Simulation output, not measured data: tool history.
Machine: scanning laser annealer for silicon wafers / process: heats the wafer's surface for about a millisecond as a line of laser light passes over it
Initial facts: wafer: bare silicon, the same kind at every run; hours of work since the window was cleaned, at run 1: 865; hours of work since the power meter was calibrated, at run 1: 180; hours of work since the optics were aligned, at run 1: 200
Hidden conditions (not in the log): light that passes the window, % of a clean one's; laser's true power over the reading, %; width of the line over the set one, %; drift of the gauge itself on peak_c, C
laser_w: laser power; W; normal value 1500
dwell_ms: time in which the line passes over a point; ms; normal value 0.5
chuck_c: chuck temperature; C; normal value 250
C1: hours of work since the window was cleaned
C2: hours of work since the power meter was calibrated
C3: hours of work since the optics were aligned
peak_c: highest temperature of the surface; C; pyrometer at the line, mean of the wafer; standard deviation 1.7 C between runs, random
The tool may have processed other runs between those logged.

run 1 day=0 | laser_w=1500 dwell_ms=0.5 chuck_c=250 | C1=865 C2=180 C3=200 | peak_c=1028
run 2 day=0.25 | laser_w=1500 dwell_ms=0.512 chuck_c=250 | C1=868 C2=183 C3=203 | peak_c=1035
run 3 day=0.588 | laser_w=1500 dwell_ms=0.512 chuck_c=250 | C1=872 C2=187 C3=207 | peak_c=1037
run 4 day=0.971 | laser_w=1500 dwell_ms=0.512 chuck_c=250 | C1=876 C2=191 C3=211 | peak_c=1035
run 5 day=1.333 | laser_w=1500 dwell_ms=0.512 chuck_c=250 | C1=881 C2=196 C3=215 | peak_c=1036
run 6 day=1.721 | laser_w=1500 dwell_ms=0.5 chuck_c=250 | C1=885 C2=200 C3=220 | peak_c=1023
run 7 day=2.012 | laser_w=1500 dwell_ms=0.5 chuck_c=250 | C1=888 C2=203 C3=223 | peak_c=1026
run 8 day=2.392 | laser_w=1440 dwell_ms=0.5 chuck_c=250 | C1=893 C2=208 C3=227 | peak_c=992
run 9 day=2.708 | laser_w=1440 dwell_ms=0.5 chuck_c=250 | C1=896 C2=211 C3=231 | peak_c=997
run 10 day=2.879 | laser_w=1440 dwell_ms=0.5 chuck_c=250 | C1=898 C2=213 C3=233 | peak_c=991
run 11 day=3.079 | laser_w=1431 dwell_ms=0.5 chuck_c=250 | C1=901 C2=216 C3=235 | peak_c=989
run 12 day=3.4 | laser_w=1431 dwell_ms=0.5 chuck_c=250 | C1=904 C2=219 C3=239 | peak_c=987
run 13 day=3.762 | laser_w=1431 dwell_ms=0.5 chuck_c=250 | C1=908 C2=224 C3=243 | peak_c=990
run 14 day=3.942 | laser_w=1431 dwell_ms=0.5 chuck_c=242 | C1=910 C2=226 C3=245 | peak_c=980
-- day=4.058 window over the wafer cleaned
run 15 day=4.433 | laser_w=1500 dwell_ms=0.5 chuck_c=250 | C1=4 C2=230 C3=250 | peak_c=1016
run 16 day=4.679 | laser_w=1556 dwell_ms=0.5 chuck_c=225 | C1=7 C2=233 C3=253 | peak_c=1018
run 17 day=5.079 | laser_w=1411 dwell_ms=0.5 chuck_c=225 | C1=12 C2=238 C3=257 | peak_c=944
-- day=5.254 window over the wafer cleaned, once more
run 18 day=5.371 | laser_w=1411 dwell_ms=0.496 chuck_c=225 | C1=1 C2=240 C3=260 | peak_c=983
run 19 day=5.596 | laser_w=1328 dwell_ms=0.5 chuck_c=263 | C1=4 C2=243 C3=262 | peak_c=980
run 20 day=5.858 | laser_w=1590 dwell_ms=0.5 chuck_c=250 | C1=7 C2=246 C3=265 | peak_c=1105
run 21 day=6.112 | laser_w=1531 dwell_ms=0.439 chuck_c=245 | C1=10 C2=249 C3=268 | peak_c=1009
run 22 day=6.5 | laser_w=1557 dwell_ms=0.494 chuck_c=266 | C1=14 C2=253 C3=272 | peak_c=1096
run 23 day=6.892 | laser_w=1314 dwell_ms=0.494 chuck_c=237 | C1=19 C2=258 C3=277 | peak_c=942
run 24 day=7.271 | laser_w=1321 dwell_ms=0.535 chuck_c=233 | C1=23 C2=262 C3=281 | peak_c=974
run 25 day=7.642 | laser_w=1321 dwell_ms=0.535 chuck_c=233 | C1=27 C2=266 C3=286 | peak_c=972
run 26 day=7.862 | laser_w=1321 dwell_ms=0.535 chuck_c=233 | C1=30 C2=269 C3=288 | peak_c=975
run 27 day=8.062 | laser_w=1302 dwell_ms=0.5 chuck_c=250 | C1=32 C2=271 C3=290 | peak_c=952
run 28 day=8.421 | laser_w=1302 dwell_ms=0.5 chuck_c=250 | C1=36 C2=275 C3=295 | peak_c=952
run 29 day=8.717 | laser_w=1302 dwell_ms=0.507 chuck_c=244 | C1=40 C2=278 C3=298 | peak_c=952

Hidden condition of the tool, last listed run before each entry between runs versus first listed run after:
Run 14 -> run 15: window over the wafer cleaned (day 4.058)
  light that passes the window, % of a clean one's: 95.45 -> 94.58; laser's true power over the reading, %: 0.07 -> 0.08; width of the line over the set one, %: 0.9 -> 0.91
  measured value less the no-hidden-state value, peak_c: -36 -> -45 C
Run 17 -> run 18: window over the wafer cleaned, once more (day 5.254)
  light that passes the window, % of a clean one's: 94.55 -> 99.84; width of the line over the set one, %: 0.92 -> 0.93
  measured value less the no-hidden-state value, peak_c: -43 -> -3 C

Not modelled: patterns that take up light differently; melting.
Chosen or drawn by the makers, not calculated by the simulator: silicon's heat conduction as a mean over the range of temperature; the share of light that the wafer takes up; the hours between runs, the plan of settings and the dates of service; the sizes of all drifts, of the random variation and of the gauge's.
